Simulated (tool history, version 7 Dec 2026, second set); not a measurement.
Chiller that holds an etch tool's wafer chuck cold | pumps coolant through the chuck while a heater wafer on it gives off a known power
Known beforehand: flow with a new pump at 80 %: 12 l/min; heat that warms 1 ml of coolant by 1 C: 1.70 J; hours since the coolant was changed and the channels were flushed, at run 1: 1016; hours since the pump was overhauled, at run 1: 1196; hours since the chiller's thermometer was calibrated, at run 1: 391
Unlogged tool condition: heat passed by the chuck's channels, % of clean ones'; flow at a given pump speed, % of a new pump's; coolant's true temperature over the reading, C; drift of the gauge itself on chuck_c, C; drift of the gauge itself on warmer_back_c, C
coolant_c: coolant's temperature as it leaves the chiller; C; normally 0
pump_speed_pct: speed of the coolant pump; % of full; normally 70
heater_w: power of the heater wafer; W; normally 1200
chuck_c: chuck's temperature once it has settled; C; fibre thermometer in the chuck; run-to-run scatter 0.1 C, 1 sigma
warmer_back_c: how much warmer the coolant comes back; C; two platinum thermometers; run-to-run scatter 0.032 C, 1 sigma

run     day  coolant_c  pump_speed_pct  heater_w  hours since the coolant was changed and the channels were flushed  hours since the pump was overhauled  hours since the chiller's thermometer was calibrated  chuck_c  warmer_back_c
  1       0          0              70      1200                                                               1016                                 1196                                                   391     15.5           4.26
  2   2.233          0              70      1200                                                               1070                                 1250                                                   444     15.8           4.35
  3   4.388          0             100      1200                                                               1122                                 1302                                                   496     12.1            2.9
  4   7.042          0             100      1200                                                               1185                                 1365                                                   560     12.2           2.96
  5   8.617          0             100      1200                                                               1223                                 1403                                                   598     12.1           2.93
  6      11          0             100      1200                                                               1280                                 1460                                                   655     12.4           2.93
  7  13.721         -3              70      1200                                                               1346                                 1525                                                   720     13.1           4.33
  8  15.571         -3              70      1200                                                               1390                                 1570                                                   765     12.9           4.33
  9  17.167          0              70      1200                                                               1428                                 1608                                                   803     16.1           4.33
 10  19.067          0              70      1200                                                               1474                                 1654                                                   848     16.2           4.34
 11  21.338          0              70      1200                                                               1529                                 1708                                                   903     16.3           4.35
 12  23.958          0              70      1200                                                               1591                                 1771                                                   966     16.4           4.34
 13  26.496          0              70      1200                                                               1652                                 1832                                                  1027     16.3           4.38
 14  28.388          5              70      1200                                                               1698                                 1877                                                  1072     21.5           4.42
 15  30.454          5              96      1200                                                               1747                                 1927                                                  1122     18.1           3.06
 16  33.104          0              70      1200                                                               1811                                 1991                                                  1185     16.5           4.48
 17  34.867          5              98      1128                                                               1853                                 2033                                                  1228     17.2           2.85
 18  36.725          2              70       888                                                               1898                                 2078                                                  1272     14.4           3.25
 19  38.533          0              97       632                                                               1941                                 2121                                                  1316      7.2           1.66
 20  40.321         -1              83      1701                                                               1984                                 2164                                                  1359     19.8           5.18
 21  41.629          3              83      1173                                                               2015                                 2195                                                  1390     17.6           3.54
 22  44.017          8              70      1200                                                               2073                                 2253                                                  1447     24.9           4.39
 23  46.796          0              70      1132                                                               2140                                 2319                                                  1514     16.1           4.15
 24  48.146          0              70      1132                                                               2172                                 2352                                                  1546     16.1           4.24
 25  49.312         -7              82       903                                                               2200                                 2380                                                  1574      4.7           2.77
 26   51.95         -7              82       903                                                               2263                                 2443                                                  1638      4.5           2.79
 27  53.462         -7              82       903                                                               2299                                 2479                                                  1674      4.7           2.81
 28  55.054         -7              82       903                                                               2338                                 2518                                                  1712      4.8           2.75
 29  56.562         -7              82       903                                                               2374                                 2554                                                  1748      4.6           2.78
 30  58.392         -5              98       903                                                               2418                                 2598                                                  1792      5.3           2.31
 31  60.888          5              70       675                                                               2478                                 2657                                                  1852     15.1           2.49
 32  62.979          8              88      1337                                                               2528                                 2708                                                  1902     24.4           3.83

Pick out some run-to-run changes in chuck_c. Of each, how much would a tool without hidden state show as well, from the settings, what came in and chance, and how much is left for the hidden state and any gauge scatter not in both results compared?
Run 19 -> 20: coolant_c 0 -> -1, pump_speed_pct 97 -> 83, heater_w 632 -> 1701. chuck_c +12.6 C: hidden state +1.6, all else +11.
Run 20 -> 21: coolant_c -1 -> 3, heater_w 1701 -> 1173. chuck_c -2.2 C: hidden state -0.7, all else -1.5.
Run 24 -> 25: coolant_c 0 -> -7, pump_speed_pct 70 -> 82, heater_w 1132 -> 903. chuck_c -11.4 C: hidden state -0.6, all else -10.8.
Run 30 -> 31: coolant_c -5 -> 5, pump_speed_pct 98 -> 70, heater_w 903 -> 675. chuck_c +9.8 C: hidden state +0.1, all else +9.7.
Run 31 -> 32: coolant_c 5 -> 8, pump_speed_pct 70 -> 88, heater_w 675 -> 1337. chuck_c +9.3 C: hidden state +0.9, all else +8.4.
